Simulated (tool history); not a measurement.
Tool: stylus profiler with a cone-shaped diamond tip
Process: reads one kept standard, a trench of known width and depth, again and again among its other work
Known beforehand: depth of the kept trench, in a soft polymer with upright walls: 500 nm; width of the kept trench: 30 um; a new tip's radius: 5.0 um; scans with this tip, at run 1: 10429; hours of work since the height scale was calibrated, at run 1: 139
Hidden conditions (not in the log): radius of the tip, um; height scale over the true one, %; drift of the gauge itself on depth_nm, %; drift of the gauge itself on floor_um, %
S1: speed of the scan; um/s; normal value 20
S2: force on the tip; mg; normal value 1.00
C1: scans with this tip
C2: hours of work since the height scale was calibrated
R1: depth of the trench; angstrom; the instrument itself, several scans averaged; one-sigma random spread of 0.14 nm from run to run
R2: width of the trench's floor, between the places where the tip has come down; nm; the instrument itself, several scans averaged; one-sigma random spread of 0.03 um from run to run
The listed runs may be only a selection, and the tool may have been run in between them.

Run 1, day 0.000: usual settings; C1 10429; C2 139. Result: R1 5030.3 angstrom, R2 22940 nm.
Run 2, day 3.896: usual settings; C1 10959; C2 196. Result: R1 5029.6 angstrom, R2 22830 nm.
Run 3, day 6.875: usual settings; C1 11365; C2 239. Result: R1 5029.4 angstrom, R2 22770 nm.
At day 10.579: new tip fitted, height scale calibrated.
Run 4, day 10.817: usual settings but S1 70 um/s; C1 33; C2 3. Result: R1 5032.4 angstrom, R2 25200 nm.
Run 5, day 14.575: usual settings; C1 544; C2 58. Result: R1 5033.6 angstrom, R2 25380 nm.
Run 6, day 18.992: usual settings; C1 1146; C2 122. Result: R1 5032.2 angstrom, R2 25230 nm.
Run 7, day 21.775: usual settings; C1 1525; C2 162. Result: R1 5031.0 angstrom, R2 25090 nm.
Run 8, day 25.354: usual settings but S2 1.01 mg; C1 2012; C2 214. Result: R1 5029.7 angstrom, R2 24860 nm.
Run 9, day 29.342: usual settings but S2 1.01 mg; C1 2555; C2 272. Result: R1 5030.8 angstrom, R2 24730 nm.
Run 10, day 32.833: usual settings but S2 1.01 mg; C1 3030; C2 323. Result: R1 5027.8 angstrom, R2 24650 nm.
Run 11, day 35.450: usual settings; C1 3387; C2 361. Result: R1 5026.8 angstrom, R2 24580 nm.
Run 12, day 39.229: usual settings; C1 3901; C2 415. Result: R1 5026.8 angstrom, R2 24450 nm.
Run 13, day 44.188: usual settings but S1 37 um/s; C1 4577; C2 487. Result: R1 5026.3 angstrom, R2 24140 nm.
Run 14, day 47.583: usual settings but S1 37 um/s; C1 5039; C2 536. Result: R1 5022.2 angstrom, R2 24100 nm.
Run 15, day 51.308: usual settings; C1 5546; C2 590. Result: R1 5022.0 angstrom, R2 24090 nm.
Run 16, day 55.975: usual settings; C1 6181; C2 658. Result: R1 5024.1 angstrom, R2 23910 nm.
Run 17, day 60.625: usual settings but S2 0.41 mg; C1 6815; C2 726. Result: R1 5003.7 angstrom, R2 23670 nm.
Run 18, day 65.671: usual settings but S2 0.41 mg; C1 7502; C2 799. Result: R1 5002.5 angstrom, R2 23560 nm.
Run 19, day 70.308: usual settings but S2 0.41 mg; C1 8133; C2 866. Result: R1 5004.1 angstrom, R2 23400 nm.
At day 71.892: height scale calibrated on a step standard.
Run 20, day 73.812: usual settings but S1 52 um/s; C1 8607; C2 28. Result: R1 5013.1 angstrom, R2 23160 nm.
Run 21, day 76.438: usual settings but S1 52 um/s; C1 8965; C2 66. Result: R1 5013.0 angstrom, R2 23060 nm.
Run 22, day 78.479: usual settings but S1 52 um/s; C1 9243; C2 96. Result: R1 5010.6 angstrom, R2 23000 nm.
Run 23, day 83.488: usual settings but S1 29 um/s; C1 9925; C2 168. Result: R1 5010.0 angstrom, R2 23030 nm.
At day 87.025: height scale calibrated on a step standard, once more.
Run 24, day 87.238: usual settings but S1 29 um/s; C1 10433; C2 3. Result: R1 5035.6 angstrom, R2 22920 nm.
Run 25, day 91.692: usual settings but S1 17 um/s, S2 2.62 mg; C1 11039; C2 68. Result: R1 5067.7 angstrom, R2 23000 nm.
Run 26, day 96.354: usual settings but S1 13 um/s, S2 0.92 mg; C1 11674; C2 135. Result: R1 5030.4 angstrom, R2 22830 nm.
At day 97.958: new tip fitted, height scale calibrated.
Run 27, day 101.017: usual settings but S1 7 um/s, S2 0.47 mg; C1 417; C2 44. Result: R1 5017.4 angstrom, R2 25420 nm.
Run 28, day 103.812: usual settings but S1 7 um/s, S2 0.47 mg; C1 798; C2 85. Result: R1 5020.4 angstrom, R2 25320 nm.
Run 29, day 107.983: usual settings but S1 5 um/s, S2 0.97 mg; C1 1365; C2 145. Result: R1 5032.1 angstrom, R2 25170 nm.
Run 30, day 112.733: usual settings but S1 5 um/s, S2 0.97 mg; C1 2012; C2 214. Result: R1 5033.2 angstrom, R2 24970 nm.
Run 31, day 115.704: usual settings but S1 5 um/s, S2 0.97 mg; C1 2417; C2 257. Result: R1 5031.0 angstrom, R2 24840 nm.
Run 32, day 119.054: usual settings but S1 28 um/s, S2 2.34 mg; C1 2873; C2 306. Result: R1 5056.6 angstrom, R2 24640 nm.
Run 33, day 124.025: usual settings but S1 49 um/s, S2 1.28 mg; C1 3550; C2 378. Result: R1 5035.4 angstrom, R2 24290 nm.
Run 34, day 127.742: usual settings but S1 49 um/s, S2 1.28 mg; C1 4056; C2 432. Result: R1 5035.4 angstrom, R2 24150 nm.
Run 35, day 130.450: usual settings but S1 49 um/s, S2 1.28 mg; C1 4424; C2 471. Result: R1 5034.6 angstrom, R2 24080 nm.
Run 36, day 132.546: usual settings but S1 24 um/s, S2 1.18 mg; C1 4710; C2 501. Result: R1 5032.6 angstrom, R2 24220 nm.
Run 37, day 137.396: usual settings but S1 24 um/s, S2 1.18 mg; C1 5370; C2 572. Result: R1 5031.8 angstrom, R2 24040 nm.
Run 38, day 140.875: usual settings but S1 11 um/s, S2 0.76 mg; C1 5844; C2 622. Result: R1 5018.8 angstrom, R2 23960 nm.
Run 39, day 145.275: usual settings but S2 1.03 mg; C1 6443; C2 686. Result: R1 5024.2 angstrom, R2 23790 nm.
Run 40, day 148.679: usual settings but S1 5 um/s, S2 0.62 mg; C1 6907; C2 735. Result: R1 5011.9 angstrom, R2 23860 nm.
Run 41, day 151.100: usual settings but S1 5 um/s, S2 0.62 mg; C1 7236; C2 770. Result: R1 5009.6 angstrom, R2 23740 nm.
Run 42, day 153.146: usual settings but S1 21 um/s, S2 0.66 mg; C1 7515; C2 800. Result: R1 5013.1 angstrom, R2 23470 nm.
Run 43, day 158.158: usual settings but S1 30 um/s, S2 0.42 mg; C1 8197; C2 873. Result: R1 5003.8 angstrom, R2 23190 nm.
At day 159.325: height scale calibrated on a step standard.
Run 44, day 161.738: usual settings but S1 8 um/s; C1 8682; C2 35. Result: R1 5031.9 angstrom, R2 23420 nm.
Run 45, day 166.646: usual settings but S2 0.55 mg; C1 9350; C2 106. Result: R1 5019.2 angstrom, R2 23100 nm.
Run 46, day 170.562: usual settings but S2 0.55 mg; C1 9883; C2 163. Result: R1 5020.7 angstrom, R2 23040 nm.

Branching from run 46: 3 alternative next runs. What would each branch give?
Run A, day 174.379: usual settings but S1 8 um/s, S2 1.66 mg; C1 10403; C2 218. Result: R1 ?, R2 ?.
Run B, day 174.379: usual settings but S1 63 um/s, S2 0.72 mg; C1 10403; C2 218. Result: R1 ?, R2 ?.
Run C, day 174.379: usual settings but S1 6 um/s, S2 0.42 mg; C1 10403; C2 218. Result: R1 ?, R2 ?.

run      R1     R2
  A  5041.7  23080
  B  5023.5  22520
  C  5013.7  23040
What these runs would have given with no unlogged condition in the tool:
run      R1     R2
  A  5046.7  25610
  B  5028.5  25060
  C  5018.7  25570
